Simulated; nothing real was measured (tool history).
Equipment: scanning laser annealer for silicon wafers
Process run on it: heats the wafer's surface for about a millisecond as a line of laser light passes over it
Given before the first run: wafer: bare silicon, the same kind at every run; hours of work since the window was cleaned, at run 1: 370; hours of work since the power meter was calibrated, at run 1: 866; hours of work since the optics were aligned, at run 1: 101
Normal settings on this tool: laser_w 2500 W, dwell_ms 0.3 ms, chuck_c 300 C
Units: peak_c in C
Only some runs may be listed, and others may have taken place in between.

| run | hour | laser_w | dwell_ms | chuck_c | hours of work since the window was cleaned | hours of work since the power meter was calibrated | hours of work since the optics were aligned | peak_c |
|---|---|---|---|---|---|---|---|---|
| 1 | 0 | 2500 | 0.3 | 300 | 370 | 866 | 101 | 1078 |
| 2 | 26.5 | 2500 | 0.346 | 300 | 385 | 881 | 115 | 1138 |
| 3 | 58.8 | 2500 | 0.326 | 300 | 402 | 898 | 133 | 1116 |
| 4 | 103 | 2407 | 0.3 | 300 | 425 | 921 | 156 | 1047 |
|  | 161.6 | window over the wafer cleaned |
| 5 | 165.4 | 2664 | 0.3 | 300 | 2 | 954 | 189 | 1132 |
| 6 | 193.5 | 2664 | 0.3 | 300 | 17 | 969 | 204 | 1132 |
| 7 | 254.3 | 2500 | 0.295 | 300 | 50 | 1001 | 236 | 1069 |
| 8 | 318.9 | 2564 | 0.3 | 300 | 84 | 1036 | 271 | 1098 |
| 9 | 358 | 2564 | 0.3 | 300 | 105 | 1057 | 292 | 1098 |
| 10 | 406.6 | 2322 | 0.33 | 335 | 131 | 1083 | 318 | 1092 |
| 11 | 460.8 | 2322 | 0.33 | 335 | 160 | 1112 | 347 | 1095 |
| 12 | 523 | 2322 | 0.33 | 335 | 193 | 1145 | 380 | 1093 |
| 13 | 573.5 | 2622 | 0.33 | 299 | 220 | 1172 | 407 | 1160 |
| 14 | 616.5 | 2622 | 0.374 | 302 | 243 | 1195 | 430 | 1217 |
| 15 | 652.1 | 2747 | 0.363 | 271 | 262 | 1214 | 449 | 1216 |
| 16 | 705.9 | 2575 | 0.363 | 271 | 291 | 1243 | 478 | 1156 |

5 ways to go on from here, each from the tool as it stands after run 16. What would each give?
| A | 771.2 | 2170 | 0.213 | 271 | 326 | 1278 | 513 | ? |
| B | 771.2 | 2500 | 0.35 | 300 | 326 | 1278 | 513 | ? |
| C | 771.2 | 2309 | 0.363 | 262 | 326 | 1278 | 513 | ? |
| D | 771.2 | 2342 | 0.282 | 315 | 326 | 1278 | 513 | ? |
| E | 771.2 | 2575 | 0.363 | 334 | 326 | 1278 | 513 | ? |

| run | peak_c |
|---|---|
| A | 836 |
| B | 1142 |
| C | 1055 |
| D | 1019 |
| E | 1219 |
Without the tool's unlogged condition, the same runs would have read:
| run | peak_c |
|---|---|
| A | 836 |
| B | 1143 |
| C | 1055 |
| D | 1020 |
| E | 1220 |

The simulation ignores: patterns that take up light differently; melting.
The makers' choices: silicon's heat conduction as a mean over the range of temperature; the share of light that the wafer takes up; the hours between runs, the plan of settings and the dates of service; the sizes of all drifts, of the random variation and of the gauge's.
